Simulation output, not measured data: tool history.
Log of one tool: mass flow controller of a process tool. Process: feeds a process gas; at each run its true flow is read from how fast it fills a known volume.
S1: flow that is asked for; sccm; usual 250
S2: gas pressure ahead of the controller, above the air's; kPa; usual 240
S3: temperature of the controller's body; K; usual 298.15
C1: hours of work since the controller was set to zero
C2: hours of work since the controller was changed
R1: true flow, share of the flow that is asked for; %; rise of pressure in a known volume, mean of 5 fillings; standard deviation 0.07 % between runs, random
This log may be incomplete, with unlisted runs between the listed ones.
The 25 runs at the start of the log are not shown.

run,hour,S1,S2,S3,C1,C2,R1
26,7723.1,67,216,296.15,1225,1225,97.45
27,7966.6,111,210,297.15,1350,1350,97.89
28,8204.6,224,148,294.15,1473,1473,98.14
29,8492.6,250,240,312.15,1621,1621,100.65
30,8825.6,250,240,312.15,1792,1792,100.79
31,9071.1,213,208,294.15,1919,1919,98.48
32,9284.9,213,223,301.15,2029,2029,99.49
33,9686,213,223,301.15,2235,2235,99.64
34,10026.9,398,223,301.15,2411,2411,100.76
35,10358.3,250,172,296.15,2581,2581,99.38
36,10682.4,176,240,298.15,2748,2748,99.51
37,10945.8,176,240,298.15,2883,2883,99.63
38,11375.9,307,209,298.15,3105,3105,100.44
39,11684.3,307,209,298.15,3263,3263,100.59

Branching from run 39: 3 alternative next runs. What would each branch give?
A,11933.8,328,259,294.15,3392,3392,?
B,11933.8,63,249,313.15,3392,3392,?
C,11933.8,307,209,302.15,3392,3392,?

run,R1
A,100.33
B,101.15
C,101.31
What these runs would have given with no unlogged condition in the tool:
run,R1
A,98.51
B,99.31
C,99.47
